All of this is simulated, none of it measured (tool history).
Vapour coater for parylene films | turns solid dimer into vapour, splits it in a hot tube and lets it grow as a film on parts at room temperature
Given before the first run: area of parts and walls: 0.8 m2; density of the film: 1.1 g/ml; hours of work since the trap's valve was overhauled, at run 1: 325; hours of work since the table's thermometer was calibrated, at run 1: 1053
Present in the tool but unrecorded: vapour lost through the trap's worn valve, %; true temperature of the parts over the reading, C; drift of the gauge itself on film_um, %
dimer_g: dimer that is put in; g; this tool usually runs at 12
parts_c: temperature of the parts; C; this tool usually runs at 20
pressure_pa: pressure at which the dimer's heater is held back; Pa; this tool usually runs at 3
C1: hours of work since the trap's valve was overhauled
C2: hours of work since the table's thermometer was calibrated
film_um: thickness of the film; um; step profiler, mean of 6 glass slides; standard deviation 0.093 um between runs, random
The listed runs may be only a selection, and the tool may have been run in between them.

run 1 hour=0 | dimer_g=12 parts_c=20 pressure_pa=3 | C1=325 C2=1053 | film_um=11.22
run 2 hour=62.1 | dimer_g=12 parts_c=20 pressure_pa=3 | C1=368 C2=1096 | film_um=11.33
run 3 hour=87.8 | dimer_g=12 parts_c=20 pressure_pa=3 | C1=386 C2=1114 | film_um=11.31
run 4 hour=136.7 | dimer_g=12 parts_c=20 pressure_pa=3 | C1=420 C2=1148 | film_um=11.42
run 5 hour=197.5 | dimer_g=12 parts_c=20 pressure_pa=3 | C1=462 C2=1190 | film_um=11.2
run 6 hour=261 | dimer_g=12 parts_c=20 pressure_pa=3 | C1=506 C2=1234 | film_um=11.42
run 7 hour=320.8 | dimer_g=12 parts_c=20 pressure_pa=3 | C1=547 C2=1275 | film_um=11.28
run 8 hour=347.3 | dimer_g=12 parts_c=20 pressure_pa=3 | C1=566 C2=1294 | film_um=11.33
run 9 hour=391.4 | dimer_g=12 parts_c=19 pressure_pa=3 | C1=596 C2=1324 | film_um=11.77
-- hour=438.5 trap's valve overhauled
run 10 hour=438.9 | dimer_g=12 parts_c=20 pressure_pa=3 | C1=0 C2=1355 | film_um=11.24
run 11 hour=489.8 | dimer_g=12 parts_c=20 pressure_pa=3 | C1=36 C2=1390 | film_um=11.29
run 12 hour=546.3 | dimer_g=6 parts_c=21 pressure_pa=3 | C1=75 C2=1429 | film_um=5.47
run 13 hour=580.4 | dimer_g=7 parts_c=24 pressure_pa=2.31 | C1=99 C2=1453 | film_um=5.87
run 14 hour=612.4 | dimer_g=12 parts_c=32 pressure_pa=2.11 | C1=121 C2=1475 | film_um=7.24
run 15 hour=659.8 | dimer_g=12 parts_c=27 pressure_pa=2.11 | C1=154 C2=1508 | film_um=9.05
run 16 hour=705 | dimer_g=12 parts_c=27 pressure_pa=2.11 | C1=185 C2=1539 | film_um=9.03
run 17 hour=733.6 | dimer_g=12 parts_c=19 pressure_pa=10.75 | C1=205 C2=1559 | film_um=9.14
run 18 hour=782 | dimer_g=6 parts_c=22 pressure_pa=4.03 | C1=238 C2=1593 | film_um=4.91
run 19 hour=828.5 | dimer_g=13 parts_c=16 pressure_pa=3 | C1=271 C2=1625 | film_um=14.53

Each row is a separate what-if for the run after 19, all from the same tool condition, not one after another. Results?
run A hour=857.1 | dimer_g=14 parts_c=14 pressure_pa=2.49 | C1=291 C2=1645 | film_um=?
run B hour=857.1 | dimer_g=15 parts_c=18 pressure_pa=2.04 | C1=291 C2=1645 | film_um=?
run C hour=857.1 | dimer_g=18 parts_c=21 pressure_pa=4.17 | C1=291 C2=1645 | film_um=?
run D hour=857.1 | dimer_g=6 parts_c=18 pressure_pa=9.22 | C1=291 C2=1645 | film_um=?
run E hour=857.1 | dimer_g=12 parts_c=24 pressure_pa=2.06 | C1=291 C2=1645 | film_um=?

run=A film_um=15.5
run=B film_um=16.58
run=C film_um=15.38
run=D film_um=4.97
run=E film_um=10.36
Without the tool's hidden state the same runs would have given:
run=A film_um=15.53
run=B film_um=16.59
run=C film_um=15.39
run=D film_um=4.97
run=E film_um=10.37

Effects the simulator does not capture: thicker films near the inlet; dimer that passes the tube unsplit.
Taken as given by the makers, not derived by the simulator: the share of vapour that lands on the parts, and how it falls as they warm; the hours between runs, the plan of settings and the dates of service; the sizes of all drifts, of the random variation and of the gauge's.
